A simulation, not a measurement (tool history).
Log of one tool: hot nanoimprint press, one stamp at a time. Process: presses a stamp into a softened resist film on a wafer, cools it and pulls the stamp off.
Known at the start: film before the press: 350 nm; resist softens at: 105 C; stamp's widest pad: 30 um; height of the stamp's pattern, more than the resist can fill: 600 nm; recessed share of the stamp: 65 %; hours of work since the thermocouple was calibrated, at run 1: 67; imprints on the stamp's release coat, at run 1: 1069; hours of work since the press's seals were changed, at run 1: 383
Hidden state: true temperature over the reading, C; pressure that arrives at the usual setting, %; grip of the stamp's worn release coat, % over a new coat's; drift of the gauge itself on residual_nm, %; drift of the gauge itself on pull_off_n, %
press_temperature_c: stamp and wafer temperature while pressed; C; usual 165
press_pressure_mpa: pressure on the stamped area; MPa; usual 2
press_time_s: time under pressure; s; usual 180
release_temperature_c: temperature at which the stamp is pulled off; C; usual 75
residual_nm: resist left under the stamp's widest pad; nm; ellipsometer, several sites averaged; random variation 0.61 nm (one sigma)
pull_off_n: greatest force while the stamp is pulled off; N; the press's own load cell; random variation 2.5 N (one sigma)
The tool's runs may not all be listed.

run   hour  press_temperature_c  press_pressure_mpa  press_time_s  release_temperature_c  hours of work since the thermocouple was calibrated  imprints on the stamp's release coat  hours of work since the press's seals were changed  residual_nm  pull_off_n
  1      0                  165                   2           180                     75                                                   67                                  1069                                                 383        159.7         144
  2   32.9                  165                   2           180                     75                                                   88                                  1139                                                 403        160.4         147
  3   82.9                  165                   2           180                     75                                                  119                                  1245                                                 435        159.2         148
  4  130.7                  165                   2           180                     75                                                  149                                  1346                                                 464        159.4         152
     175.2  -- stamp cleaned and given a new release coat
  5  183.4                  165                   2           180                     75                                                  178                                    18                                                 494          159         114
  6  232.9                  165                   2           180                     75                                                  209                                   122                                                 525        157.5         117
  7  282.2                  165                2.59           207                     74                                                  240                                   227                                                 555        129.4         116
  8  310.3                  173                 3.1           301                     77                                                  257                                   286                                                 573         74.8         116
  9  344.8                  165                2.32           180                     80                                                  279                                   359                                                 594          144         119
 10  366.4                  168                1.21           317                     79                                                  292                                   405                                                 608        155.7         120
 11  391.2                  165                   2           300                     75                                                  308                                   457                                                 623        132.5         125
 12  443.9                  154                3.03           290                     72                                                  341                                   569                                                 656        165.3         133

Forecast each of these 3 alternatives for the next run:
  A  483.2                  169                3.03           290                     72                                                  365                                   652                                                 681            ?           ?
  B  483.2                  157                1.29           151                     72                                                  365                                   652                                                 681            ?           ?
  C  483.2                  154                3.03           267                     61                                                  365                                   652                                                 681            ?           ?

run  residual_nm  pull_off_n
  A         88.6         132
  B        262.9         138
  C        169.9         146
Without the tool's hidden state the same runs would have given:
run  residual_nm  pull_off_n
  A         90.5         114
  B        268.7         119
  C        174.7         125
